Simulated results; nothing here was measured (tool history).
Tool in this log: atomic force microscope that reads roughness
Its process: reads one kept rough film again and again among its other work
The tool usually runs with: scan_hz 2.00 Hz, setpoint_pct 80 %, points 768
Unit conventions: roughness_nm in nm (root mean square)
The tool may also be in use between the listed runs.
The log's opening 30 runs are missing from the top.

| run | hour | scan_hz | setpoint_pct | points | roughness_nm |
|---|---|---|---|---|---|
|  | 759.7 | new tip fitted |
| 31 | 773.7 | 0.91 | 80 | 997 | 3.046 |
| 32 | 795.0 | 1.02 | 80 | 768 | 3.010 |
| 33 | 813.5 | 0.54 | 83 | 768 | 3.093 |
| 34 | 843.7 | 0.52 | 83 | 907 | 3.085 |
| 35 | 871.2 | 0.52 | 84 | 726 | 3.081 |
| 36 | 892.3 | 1.01 | 81 | 509 | 2.978 |
| 37 | 918.6 | 2.00 | 89 | 747 | 2.601 |
| 38 | 942.2 | 2.00 | 80 | 350 | 2.786 |

What does the tool deliver on the next run?
|  | 945.2 | new tip fitted |
| 39 | 975.5 | 0.83 | 65 | 777 | ? |

For run 39 the tool returned roughness_nm 3.147 nm (root mean square).
Without the tool's hidden state the same run would have given roughness_nm 3.149 nm (root mean square).
